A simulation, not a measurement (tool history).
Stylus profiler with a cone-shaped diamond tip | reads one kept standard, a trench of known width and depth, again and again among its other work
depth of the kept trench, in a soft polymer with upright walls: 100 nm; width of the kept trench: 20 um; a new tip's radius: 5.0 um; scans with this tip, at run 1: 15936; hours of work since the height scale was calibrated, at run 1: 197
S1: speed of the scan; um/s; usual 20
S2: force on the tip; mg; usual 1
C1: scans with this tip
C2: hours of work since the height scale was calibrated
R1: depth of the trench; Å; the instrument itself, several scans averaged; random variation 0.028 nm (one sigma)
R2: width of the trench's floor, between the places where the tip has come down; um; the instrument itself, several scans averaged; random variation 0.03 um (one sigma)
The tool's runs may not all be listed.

| run | day | S1 | S2 | C1 | C2 | R1 | R2 |
|---|---|---|---|---|---|---|---|
| 1 | 0 | 20 | 1 | 15936 | 197 | 1004.6 | 17.88 |
| 2 | 1.142 | 13 | 1 | 16132 | 214 | 1005.2 | 17.94 |
| 3 | 2.525 | 11 | 1 | 16371 | 235 | 1005.6 | 17.92 |
| 4 | 4.271 | 11 | 1 | 16672 | 261 | 1004.8 | 18.01 |
| 5 | 6.446 | 11 | 1 | 17047 | 293 | 1004.7 | 17.96 |
| 6 | 8.146 | 11 | 1 | 17341 | 319 | 1005 | 17.9 |
| 7 | 9.146 | 11 | 1 | 17513 | 334 | 1005.5 | 17.93 |
|  | 10.662 | new tip fitted, height scale calibrated |
| 8 | 11.546 | 20 | 2.74 | 152 | 13 | 1010.8 | 17.97 |
| 9 | 12.95 | 20 | 1.31 | 394 | 34 | 1005.8 | 17.9 |
| 10 | 14.042 | 20 | 1.31 | 583 | 50 | 1005.8 | 17.96 |
| 11 | 16.362 | 20 | 0.88 | 983 | 85 | 1005.3 | 17.85 |
| 12 | 18.383 | 20 | 0.88 | 1332 | 115 | 1005.1 | 17.91 |
| 13 | 19.85 | 20 | 0.88 | 1585 | 137 | 1004.6 | 17.93 |
| 14 | 20.9 | 20 | 1 | 1766 | 152 | 1005 | 17.92 |
| 15 | 22.1 | 20 | 1 | 1973 | 170 | 1005.3 | 17.94 |
| 16 | 23.725 | 20 | 1 | 2252 | 194 | 1004.9 | 17.89 |
| 17 | 25.812 | 20 | 1 | 2613 | 225 | 1005 | 17.87 |
| 18 | 27.021 | 20 | 1 | 2821 | 243 | 1005.2 | 17.87 |
| 19 | 28.921 | 10 | 1 | 3149 | 272 | 1005 | 17.97 |
| 20 | 31.125 | 5 | 1 | 3529 | 305 | 1004.8 | 17.97 |
| 21 | 33.008 | 8 | 1 | 3854 | 333 | 1004.9 | 17.95 |
| 22 | 34.988 | 8 | 2.54 | 4195 | 362 | 1009.4 | 17.98 |
| 23 | 36.304 | 8 | 2.54 | 4422 | 382 | 1010.1 | 17.95 |
| 24 | 38.142 | 8 | 2.54 | 4739 | 409 | 1009.9 | 17.95 |
| 25 | 40.1 | 8 | 2.54 | 5077 | 438 | 1009.4 | 18 |
| 26 | 41.667 | 45 | 1 | 5347 | 461 | 1005.3 | 17.73 |
| 27 | 43.675 | 49 | 1 | 5693 | 491 | 1004.7 | 17.71 |
| 28 | 45.454 | 13 | 0.7 | 6000 | 518 | 1003.7 | 17.88 |
| 29 | 47.742 | 18 | 0.54 | 6395 | 552 | 1003.4 | 17.86 |
| 30 | 49.283 | 11 | 1 | 6660 | 575 | 1004.5 | 17.99 |
| 31 | 50.679 | 38 | 1.44 | 6902 | 596 | 1006.5 | 17.81 |
| 32 | 51.996 | 38 | 1.44 | 7128 | 615 | 1006.8 | 17.79 |
| 33 | 54.342 | 19 | 1 | 7533 | 650 | 1005.4 | 17.88 |
| 34 | 56.342 | 11 | 0.37 | 7878 | 680 | 1002.6 | 17.94 |
| 35 | 58.667 | 11 | 0.37 | 8279 | 714 | 1002 | 17.9 |
| 36 | 59.967 | 12 | 1.02 | 8503 | 734 | 1004.9 | 18.01 |
| 37 | 60.975 | 74 | 0.34 | 8677 | 749 | 1002.3 | 17.38 |
| 38 | 63.158 | 74 | 0.34 | 9053 | 781 | 1002.1 | 17.31 |
| 39 | 64.308 | 74 | 0.34 | 9251 | 798 | 1002.2 | 17.3 |
| 40 | 66.217 | 74 | 0.34 | 9581 | 827 | 1002.7 | 17.4 |
| 41 | 67.65 | 27 | 0.8 | 9828 | 848 | 1004.4 | 17.89 |
| 42 | 68.779 | 62 | 1.87 | 10023 | 865 | 1008.2 | 17.76 |
| 43 | 69.808 | 62 | 1.87 | 10200 | 880 | 1007.9 | 17.78 |
| 44 | 71.679 | 62 | 1.87 | 10523 | 908 | 1008.1 | 17.8 |
| 45 | 72.662 | 62 | 1.87 | 10692 | 923 | 1007.7 | 17.8 |
| 46 | 74.542 | 7 | 1.84 | 11016 | 951 | 1007 | 17.97 |

3 ways to go on from here, each from the tool as it stands after run 46. What would each give?
| A | 76.188 | 20 | 1.34 | 11301 | 975 | ? | ? |
| B | 76.188 | 34 | 0.74 | 11301 | 975 | ? | ? |
| C | 76.188 | 20 | 0.7 | 11301 | 975 | ? | ? |

| run | R1 | R2 |
|---|---|---|
| A | 1006.2 | 17.85 |
| B | 1004 | 17.81 |
| C | 1003.6 | 17.88 |
Without the tool's hidden state the same runs would have given:
| run | R1 | R2 |
|---|---|---|
| A | 1006.1 | 17.86 |
| B | 1004 | 17.82 |
| C | 1003.6 | 17.89 |
